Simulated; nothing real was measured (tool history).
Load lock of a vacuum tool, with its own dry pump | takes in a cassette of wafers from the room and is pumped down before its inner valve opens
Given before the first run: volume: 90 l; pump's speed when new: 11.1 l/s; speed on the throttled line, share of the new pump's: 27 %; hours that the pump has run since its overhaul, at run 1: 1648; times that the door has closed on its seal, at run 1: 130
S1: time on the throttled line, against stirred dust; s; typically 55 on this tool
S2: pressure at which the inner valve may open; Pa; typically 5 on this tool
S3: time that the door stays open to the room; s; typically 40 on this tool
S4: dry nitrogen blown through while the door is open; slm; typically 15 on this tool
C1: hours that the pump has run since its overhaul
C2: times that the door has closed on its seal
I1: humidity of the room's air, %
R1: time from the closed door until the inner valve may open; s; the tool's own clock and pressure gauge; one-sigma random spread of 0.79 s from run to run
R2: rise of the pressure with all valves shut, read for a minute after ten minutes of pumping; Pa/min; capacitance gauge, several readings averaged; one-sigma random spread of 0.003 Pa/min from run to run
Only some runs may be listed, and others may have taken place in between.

run,hour,S1,S2,S3,S4,C1,C2,I1,R1,R2
1,0,55,5,40,15,1648,130,41.3,123.3,0.02
2,112.2,55,5,40,15,1760,645,44,122.7,0.018
3,180.3,55,5,40,15,1829,958,43.6,123.2,0.019
4,238.6,55,5,40,15,1887,1225,46.6,122.8,0.022
5,308.8,55,5,55,15,1957,1547,45.5,122.2,0.024
6,416.4,55,5,55,43,2065,2041,46.4,122.7,0.014
7,527,55,5,55,43,2175,2548,44,123.5,0.009
8,614.1,55,5,40,15,2262,2948,43.8,123.5,0.024
9,687.7,97,5,40,15,2336,3285,43.4,155.3,0.02
10,739.5,97,5,40,15,2388,3523,41.7,154.2,0.022
11,832.7,55,5,40,20,2481,3950,46.9,125.1,0.023
12,935,55,6,40,15,2583,4420,44.6,124.1,0.023
13,1020.6,55,8,40,15,2669,4812,44.4,120.1,0.027
14,1080.1,55,8,40,15,2728,5085,43.8,120.7,0.025
15,1162.1,55,5,40,15,2810,5461,44.5,124,0.025
16,1266.5,55,5,40,15,2915,5940,44.8,123.4,0.025
17,1378.1,55,5,40,15,3026,6452,43.1,124.8,0.03
18,1486,55,5,40,15,3134,6947,42.7,123.7,0.038
19,1587.7,55,5,43,15,3236,7414,46.1,125.4,0.029
20,1658.4,55,5,43,15,3307,7738,43.9,125.1,0.036
21,1758.9,55,5,63,17,3407,8199,43.6,124.1,0.035
22,1821.4,55,5,63,17,3470,8486,44.6,123.3,0.041
23,1880,55,5,63,17,3528,8755,43.9,124.7,0.041
24,1981.4,29,6,84,15,3630,9220,44.7,104.3,0.052
25,2094.2,90,4,157,15,3742,9737,46.5,151.3,0.069
26,2205.9,90,4,157,15,3854,10249,43.9,152.1,0.066
27,2261.5,29,9,34,15,3910,10504,44.4,101.5,0.047
28,2309.8,29,9,34,15,3958,10726,45.9,101,0.044
29,2392.6,55,5,105,15,4041,11106,47.2,125.9,0.062
30,2504.1,55,5,105,15,4152,11618,44.1,125.9,0.063
31,2596,55,6,42,15,4244,12039,42,123.2,0.054
32,2668.9,57,6,42,15,4317,12373,44,127.4,0.051
33,2722.6,57,6,42,15,4371,12620,40.1,125.5,0.052
34,2836.5,55,5,40,8,4485,13142,42.1,125.9,0.055
35,2911.6,55,6,37,15,4560,13487,44.4,124.1,0.058
36,2962,37,5,37,15,4610,13718,45.2,113.7,0.059
37,3016.6,55,9,40,8,4665,13968,44.4,120.4,0.07

For some of the steps in R1 from one run to the next: how much would appear even if the tool had no hidden state, given the settings, what came in and random variation, and how much remains for the hidden state plus any gauge scatter that the measured result and the result without hidden state don't share?
The hidden state here: pump's speed, % of a new pump's; leak at the door's seal, Pa l/s; drift of the gauge itself on ready_s, %; drift of the gauge itself on rise_pa_min, %.
Run 8 -> 9: S1 55 -> 97. R1 +31.8 s: hidden state -0.2, all else +32.
Run 10 -> 11: S1 97 -> 55, S4 15 -> 20. R1 -29.1 s: hidden state +0.5, all else -29.6.
Run 23 -> 24: S1 55 -> 29, S2 5 -> 6, S3 63 -> 84, S4 17 -> 15. R1 -20.4 s: hidden state +0.5, all else -20.9.
Run 24 -> 25: S1 29 -> 90, S2 6 -> 4, S3 84 -> 157. R1 +47 s: hidden state -0.4, all else +47.4.
Run 26 -> 27: S1 90 -> 29, S2 4 -> 9, S3 157 -> 34. R1 -50.6 s: hidden state +0.5, all else -51.1.
